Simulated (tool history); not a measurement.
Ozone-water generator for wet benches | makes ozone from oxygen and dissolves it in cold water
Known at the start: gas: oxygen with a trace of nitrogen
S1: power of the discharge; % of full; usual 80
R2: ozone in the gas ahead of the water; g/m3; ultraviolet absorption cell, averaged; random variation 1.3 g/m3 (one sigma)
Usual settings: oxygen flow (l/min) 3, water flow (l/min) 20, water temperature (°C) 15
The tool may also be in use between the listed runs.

Run 1, hour 0: usual settings. Result: dissolved ozone (ppm) 17.8, R2 234.6 g/m3.
Run 2, hour 82.9: usual settings but water flow (l/min) 14. Result: dissolved ozone (ppm) 25.3, R2 233.1 g/m3.
Run 3, hour 169.5: usual settings. Result: dissolved ozone (ppm) 17.7, R2 233.9 g/m3.
Run 4, hour 224.3: usual settings. Result: dissolved ozone (ppm) 17.7, R2 231.7 g/m3.
Run 5, hour 284.3: usual settings. Result: dissolved ozone (ppm) 17.6, R2 234.1 g/m3.
Run 6, hour 348.4: usual settings. Result: dissolved ozone (ppm) 17.5, R2 233.3 g/m3.
Run 7, hour 402.6: usual settings. Result: dissolved ozone (ppm) 17.4, R2 233.5 g/m3.
Run 8, hour 468.9: usual settings. Result: dissolved ozone (ppm) 17.5, R2 233.5 g/m3.
Run 9, hour 511.4: usual settings. Result: dissolved ozone (ppm) 17.6, R2 231.9 g/m3.
Run 10, hour 602.6: usual settings. Result: dissolved ozone (ppm) 17.3, R2 231.8 g/m3.
Run 11, hour 694.6: usual settings. Result: dissolved ozone (ppm) 17.6, R2 231.6 g/m3.
Run 12, hour 784.7: usual settings but water temperature (°C) 18. Result: dissolved ozone (ppm) 17.1, R2 231.8 g/m3.
Run 13, hour 853.6: usual settings but water temperature (°C) 18. Result: dissolved ozone (ppm) 17.2, R2 231.7 g/m3.
Run 14, hour 923.5: usual settings but water temperature (°C) 18. Result: dissolved ozone (ppm) 17, R2 232.9 g/m3.
Run 15, hour 1019.8: usual settings but water temperature (°C) 18. Result: dissolved ozone (ppm) 16.8, R2 230.1 g/m3.
Run 16, hour 1083.5: usual settings but water temperature (°C) 12. Result: dissolved ozone (ppm) 17.8, R2 230.4 g/m3.
Run 17, hour 1136.5: usual settings but water temperature (°C) 11. Result: dissolved ozone (ppm) 17.9, R2 229.6 g/m3.
Run 18, hour 1190.3: usual settings but water temperature (°C) 11. Result: dissolved ozone (ppm) 18, R2 230 g/m3.
Run 19, hour 1292.2: usual settings but oxygen flow (l/min) 3.72, water temperature (°C) 11. Result: dissolved ozone (ppm) 18, R2 202.5 g/m3.
Run 20, hour 1364.8: usual settings but S1 97 % of full, oxygen flow (l/min) 4.86, water flow (l/min) 14, water temperature (°C) 14. Result: dissolved ozone (ppm) 28.4, R2 198.8 g/m3.
Run 21, hour 1415.1: usual settings but S1 97 % of full, oxygen flow (l/min) 4.86, water flow (l/min) 14, water temperature (°C) 14. Result: dissolved ozone (ppm) 27.6, R2 196.4 g/m3.
Run 22, hour 1486.8: usual settings but S1 97 % of full, oxygen flow (l/min) 4.86, water flow (l/min) 14, water temperature (°C) 14. Result: dissolved ozone (ppm) 28.1, R2 195.7 g/m3.
Run 23, hour 1561.7: usual settings but S1 97 % of full, oxygen flow (l/min) 4.86, water flow (l/min) 14, water temperature (°C) 14. Result: dissolved ozone (ppm) 27.9, R2 197.5 g/m3.
Run 24, hour 1652.8: usual settings but S1 55 % of full, oxygen flow (l/min) 2.14. Result: dissolved ozone (ppm) 12.7, R2 216.1 g/m3.
Run 25, hour 1712.3: usual settings but S1 54 % of full, oxygen flow (l/min) 4.59, water flow (l/min) 27. Result: dissolved ozone (ppm) 9.3, R2 129.4 g/m3.
Run 26, hour 1773.7: usual settings but S1 54 % of full, oxygen flow (l/min) 4.56, water flow (l/min) 27. Result: dissolved ozone (ppm) 9.1, R2 130.8 g/m3.
Run 27, hour 1828.5: usual settings but S1 47 % of full, oxygen flow (l/min) 1.62, water flow (l/min) 30. Result: dissolved ozone (ppm) 6.3, R2 227.1 g/m3.
Run 28, hour 1906.8: usual settings but S1 47 % of full, oxygen flow (l/min) 1.62, water flow (l/min) 30. Result: dissolved ozone (ppm) 6.1, R2 224.1 g/m3.
Run 29, hour 1952.4: usual settings but water temperature (°C) 20. Result: dissolved ozone (ppm) 16.1, R2 228.1 g/m3.
Run 30, hour 2032.1: usual settings but S1 72 % of full, oxygen flow (l/min) 5.16, water flow (l/min) 14. Result: dissolved ozone (ppm) 21.7, R2 150.9 g/m3.
Run 31, hour 2086: usual settings but S1 72 % of full, oxygen flow (l/min) 2.77, water flow (l/min) 14. Result: dissolved ozone (ppm) 22.4, R2 220.5 g/m3.
Run 32, hour 2163.3: usual settings but S1 72 % of full, oxygen flow (l/min) 2.77, water flow (l/min) 14. Result: dissolved ozone (ppm) 22.3, R2 226 g/m3.
Run 33, hour 2258: usual settings but oxygen flow (l/min) 4.8, water flow (l/min) 13. Result: dissolved ozone (ppm) 24.8, R2 169.7 g/m3.

Forecast each of these 3 alternatives for the next run:
Run A, hour 2360.5: usual settings but S1 91 % of full. Result: dissolved ozone (ppm) ?, R2 ?.
Run B, hour 2360.5: usual settings but S1 65 % of full, oxygen flow (l/min) 4.8, water flow (l/min) 13. Result: dissolved ozone (ppm) ?, R2 ?.
Run C, hour 2360.5: usual settings but S1 87 % of full, oxygen flow (l/min) 2.47, water flow (l/min) 13, water temperature (°C) 8. Result: dissolved ozone (ppm) ?, R2 ?.

run  dissolved ozone (ppm)     R2
  A                   18.5  250.2
  B                   21.3  146.1
  C                   29.5  271.6
Without the tool's hidden state the same runs would have given:
run  dissolved ozone (ppm)     R2
  A                   20.7  260.8
  B                   23.2  150.9
  C                   32.3  282.8
